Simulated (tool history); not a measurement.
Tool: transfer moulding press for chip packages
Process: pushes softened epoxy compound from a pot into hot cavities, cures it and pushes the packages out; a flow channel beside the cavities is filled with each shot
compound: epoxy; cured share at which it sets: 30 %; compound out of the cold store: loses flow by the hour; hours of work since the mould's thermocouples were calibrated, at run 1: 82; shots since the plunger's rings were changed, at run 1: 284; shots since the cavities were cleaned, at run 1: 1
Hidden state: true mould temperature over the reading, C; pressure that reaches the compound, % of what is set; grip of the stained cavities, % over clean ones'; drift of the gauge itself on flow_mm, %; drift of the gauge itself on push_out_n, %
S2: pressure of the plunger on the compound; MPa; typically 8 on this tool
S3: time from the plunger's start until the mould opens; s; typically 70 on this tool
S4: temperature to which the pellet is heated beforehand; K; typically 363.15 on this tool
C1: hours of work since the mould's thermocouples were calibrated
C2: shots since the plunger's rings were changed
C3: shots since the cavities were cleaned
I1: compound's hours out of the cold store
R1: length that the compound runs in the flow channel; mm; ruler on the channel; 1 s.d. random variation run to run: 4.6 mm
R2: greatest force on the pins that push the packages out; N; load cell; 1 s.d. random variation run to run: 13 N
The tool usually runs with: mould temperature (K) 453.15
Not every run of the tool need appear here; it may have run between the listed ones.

run 1 hour=0 | mould_temperature_(K)=453.15 S2=8 S3=70 S4=363.15 | C1=82 C2=284 C3=1 | I1=26.5 | R1=821 R2=641
run 2 hour=21.2 | mould_temperature_(K)=453.15 S2=8 S3=70 S4=363.15 | C1=99 C2=633 C3=350 | I1=44.4 | R1=745 R2=903
run 3 hour=40.6 | mould_temperature_(K)=453.15 S2=8 S3=70 S4=359.15 | C1=114 C2=952 C3=669 | I1=42.7 | R1=750 R2=1072
run 4 hour=55.5 | mould_temperature_(K)=453.15 S2=8 S3=70 S4=359.15 | C1=125 C2=1197 C3=914 | I1=46.1 | R1=737 R2=1164
-- hour=69.9 cavities cleaned with cleaning compound and waxed
run 5 hour=84.3 | mould_temperature_(K)=453.15 S2=8 S3=70 S4=359.15 | C1=146 C2=1647 C3=237 | I1=11.4 | R1=853 R2=897
run 6 hour=102.4 | mould_temperature_(K)=453.15 S2=8 S3=70 S4=359.15 | C1=160 C2=1945 C3=535 | I1=10.6 | R1=850 R2=1092
run 7 hour=121.5 | mould_temperature_(K)=460.15 S2=8 S3=70 S4=363.15 | C1=175 C2=2260 C3=850 | I1=22.1 | R1=800 R2=868
run 8 hour=137.2 | mould_temperature_(K)=447.15 S2=8 S3=70 S4=363.15 | C1=187 C2=2519 C3=1109 | I1=38.7 | R1=759 R2=1801
-- hour=140 cavities cleaned with cleaning compound and waxed
-- hour=152.5 plunger's sealing rings changed
run 9 hour=163.1 | mould_temperature_(K)=447.15 S2=8 S3=70 S4=363.15 | C1=204 C2=174 C3=339 | I1=27.5 | R1=816 R2=1297
run 10 hour=182.7 | mould_temperature_(K)=453.15 S2=8.49 S3=70 S4=363.15 | C1=219 C2=496 C3=661 | I1=18.4 | R1=860 R2=1129
run 11 hour=208.3 | mould_temperature_(K)=453.15 S2=8.49 S3=70 S4=363.15 | C1=239 C2=919 C3=1084 | I1=23.3 | R1=841 R2=1243
-- hour=213.9 cavities cleaned with cleaning compound and waxed
run 12 hour=232.8 | mould_temperature_(K)=452.15 S2=8.49 S3=70 S4=363.15 | C1=257 C2=1297 C3=311 | I1=28.3 | R1=822 R2=961
run 13 hour=244.1 | mould_temperature_(K)=452.15 S2=8.49 S3=70 S4=363.15 | C1=266 C2=1484 C3=498 | I1=8.7 | R1=888 R2=1133
run 14 hour=263.9 | mould_temperature_(K)=452.15 S2=8.49 S3=70 S4=363.15 | C1=281 C2=1810 C3=824 | I1=26.8 | R1=820 R2=1231
-- hour=283.9 cavities cleaned with cleaning compound and waxed
run 15 hour=284.7 | mould_temperature_(K)=452.15 S2=8.49 S3=70 S4=363.15 | C1=296 C2=2126 C3=12 | I1=18.1 | R1=845 R2=692
run 16 hour=299.3 | mould_temperature_(K)=453.15 S2=8.17 S3=70 S4=371.15 | C1=307 C2=2368 C3=254 | I1=33 | R1=774 R2=789
-- hour=308.2 mould's thermocouples calibrated
run 17 hour=313.7 | mould_temperature_(K)=460.15 S2=8 S3=70 S4=364.15 | C1=4 C2=2572 C3=458 | I1=30.4 | R1=763 R2=695
-- hour=324.2 plunger's sealing rings changed
run 18 hour=333 | mould_temperature_(K)=453.15 S2=7 S3=70 S4=363.15 | C1=17 C2=145 C3=735 | I1=11.4 | R1=810 R2=1264
run 19 hour=351.8 | mould_temperature_(K)=453.15 S2=7 S3=70 S4=363.15 | C1=32 C2=454 C3=1044 | I1=29.1 | R1=744 R2=1259
-- hour=358.5 cavities cleaned with cleaning compound and waxed
run 20 hour=371.6 | mould_temperature_(K)=446.15 S2=8 S3=70 S4=359.15 | C1=46 C2=756 C3=216 | I1=45.4 | R1=750 R2=1254
run 21 hour=397.8 | mould_temperature_(K)=446.15 S2=8 S3=70 S4=359.15 | C1=66 C2=1187 C3=647 | I1=8.8 | R1=882 R2=1837
run 22 hour=423.3 | mould_temperature_(K)=446.15 S2=8 S3=70 S4=369.15 | C1=86 C2=1607 C3=1067 | I1=12.4 | R1=868 R2=1907
-- hour=428.9 cavities cleaned with cleaning compound and waxed
run 23 hour=438.7 | mould_temperature_(K)=460.15 S2=8 S3=84 S4=363.15 | C1=97 C2=1836 C3=163 | I1=11.5 | R1=835 R2=470
run 24 hour=458.4 | mould_temperature_(K)=460.15 S2=8 S3=84 S4=363.15 | C1=112 C2=2160 C3=487 | I1=42.5 | R1=730 R2=619
run 25 hour=475.4 | mould_temperature_(K)=453.15 S2=8 S3=78 S4=363.15 | C1=125 C2=2440 C3=767 | I1=34.1 | R1=773 R2=884
run 26 hour=487.6 | mould_temperature_(K)=453.15 S2=8 S3=78 S4=363.15 | C1=135 C2=2641 C3=968 | I1=9.4 | R1=852 R2=998
-- hour=492.9 plunger's sealing rings changed
-- hour=502.3 cavities cleaned with cleaning compound and waxed
run 27 hour=503.1 | mould_temperature_(K)=453.15 S2=8 S3=78 S4=367.15 | C1=143 C2=143 C3=13 | I1=44.9 | R1=756 R2=508

3 ways to go on from here, each from the tool as it stands after run 27. What would each give?
run A hour=521.9 | mould_temperature_(K)=453.15 S2=6.11 S3=58 S4=357.15 | C1=158 C2=454 C3=324 | I1=36.3 | R1=? R2=?
run B hour=521.9 | mould_temperature_(K)=458.15 S2=7.38 S3=78 S4=364.15 | C1=158 C2=454 C3=324 | I1=36.9 | R1=? R2=?
run C hour=521.9 | mould_temperature_(K)=455.15 S2=8 S3=78 S4=363.15 | C1=158 C2=454 C3=324 | I1=43.9 | R1=? R2=?

run=A R1=678 R2=1456
run=B R1=726 R2=616
run=C R1=741 R2=672
Take away the tool's hidden state, keep each run's random variation, and the runs would have read:
run=A R1=684 R2=1036
run=B R1=732 R2=432
run=C R1=748 R2=477
